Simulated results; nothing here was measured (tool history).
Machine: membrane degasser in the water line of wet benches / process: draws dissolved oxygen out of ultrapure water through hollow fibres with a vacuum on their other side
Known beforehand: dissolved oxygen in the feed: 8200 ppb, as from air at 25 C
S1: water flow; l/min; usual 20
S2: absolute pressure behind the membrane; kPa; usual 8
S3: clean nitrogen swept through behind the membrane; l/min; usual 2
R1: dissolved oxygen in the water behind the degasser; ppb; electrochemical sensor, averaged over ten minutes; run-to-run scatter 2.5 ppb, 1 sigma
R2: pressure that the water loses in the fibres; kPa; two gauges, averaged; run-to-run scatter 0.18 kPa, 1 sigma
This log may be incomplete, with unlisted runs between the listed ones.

| run | hour | S1 | S2 | S3 | R1 | R2 |
|---|---|---|---|---|---|---|
| 1 | 0 | 20 | 8 | 2 | 254.1 | 32.54 |
| 2 | 67.3 | 20 | 8 | 2 | 255.4 | 32.29 |
| 3 | 143.3 | 20 | 4.81 | 2 | 179.3 | 32.71 |
| 4 | 217.3 | 20 | 8 | 2 | 252.4 | 32.48 |
| 5 | 286.1 | 20 | 8 | 2 | 252 | 32.58 |
| 6 | 337.5 | 20 | 8 | 2 | 254.7 | 32.77 |
| 7 | 380.6 | 20 | 8 | 2 | 255.6 | 32.65 |
| 8 | 442.5 | 20 | 8 | 2 | 260.1 | 32.46 |
| 9 | 483.8 | 20 | 8 | 2 | 255.1 | 32.6 |
|  | 489.2 | vacuum gauge calibrated |
| 10 | 558.8 | 20 | 8 | 2 | 257.2 | 32.67 |
| 11 | 637.1 | 20 | 8 | 2 | 258.2 | 32.77 |
| 12 | 715.7 | 20 | 8 | 2 | 257.8 | 32.47 |
| 13 | 803 | 20 | 13.72 | 2 | 391.7 | 32.83 |
| 14 | 857.8 | 20 | 8 | 2 | 258.1 | 32.7 |
| 15 | 923.8 | 14 | 12.05 | 3.94 | 115.2 | 22.74 |
|  | 970.1 | vacuum gauge calibrated, once more |
| 16 | 989.2 | 14 | 12.05 | 3.94 | 112 | 22.65 |
| 17 | 1062.9 | 26 | 12.05 | 0.91 | 807.6 | 42.75 |
| 18 | 1105 | 27 | 11.35 | 2.38 | 544 | 44.53 |

Estimate the outcome of run 19 from the log above:
| 19 | 1148.1 | 20 | 11.07 | 1.96 | ? | ? |

Run 19 yielded R1 329.6 ppb, R2 32.63 kPa.
Had the tool carried no hidden state, the very same run would have given R1 320.4 ppb, R2 32.21 kPa.
